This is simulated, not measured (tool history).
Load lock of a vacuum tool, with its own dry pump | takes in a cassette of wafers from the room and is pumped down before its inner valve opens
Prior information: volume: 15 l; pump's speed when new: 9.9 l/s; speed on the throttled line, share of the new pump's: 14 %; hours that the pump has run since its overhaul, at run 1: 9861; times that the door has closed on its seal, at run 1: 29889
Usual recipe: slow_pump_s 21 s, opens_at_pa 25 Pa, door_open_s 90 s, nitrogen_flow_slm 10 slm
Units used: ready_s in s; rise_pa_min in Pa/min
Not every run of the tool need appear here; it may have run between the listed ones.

run,hour,slow_pump_s,opens_at_pa,door_open_s,nitrogen_flow_slm,hours that the pump has run since its overhaul,times that the door has closed on its seal,"incoming humidity of the room's air, %",ready_s,rise_pa_min
1,0,21,25,90,10,9861,29889,42.3,33,0.217
2,206.8,21,19,90,10,10067,30653,45.9,33.1,0.223
3,473.2,21,25,35,10,10334,31637,41.1,32.7,0.2
4,752.8,21,25,35,10,10613,32670,44,32.7,0.2
5,942.1,21,25,35,10,10803,33369,47.1,33.2,0.207
6,1117.7,21,25,35,10,10978,34018,46.2,33.1,0.218
7,1283.4,21,25,35,10,11144,34630,44.3,33.2,0.208
8,1470.1,21,25,90,10,11331,35320,43.9,33.4,0.255
9,1634.6,15,18,97,13,11495,35927,44.7,28.9,0.252
10,1854.1,15,18,97,13,11715,36738,43.7,29.3,0.26
11,2143.8,15,40,112,13,12004,37808,43.4,27.7,0.279
12,2416.1,15,40,112,13,12277,38814,45.5,27.7,0.293
13,2695.1,15,40,112,13,12556,39845,47.9,27.6,0.305
14,2879.3,15,40,112,13,12740,40525,44.9,27.6,0.303
15,3126.2,15,40,112,13,12987,41437,42.8,27.9,0.309

Consider 3 possible next runs. They are alternatives, not a sequence: every one starts from the tool as it was left by run 15. What does each give?
A,3391.2,20,25,90,10,13252,42416,45.9,?,?
B,3391.2,40,30,90,10,13252,42416,45,?,?
C,3391.2,15,40,32,13,13252,42416,44.5,?,?

run,ready_s,rise_pa_min
A,32.7,0.32
B,49,0.312
C,27.8,0.275
Had the tool no hidden state, the same runs would have come out as:
run,ready_s,rise_pa_min
A,29.8,0.082
B,46.9,0.075
C,24.9,0.037
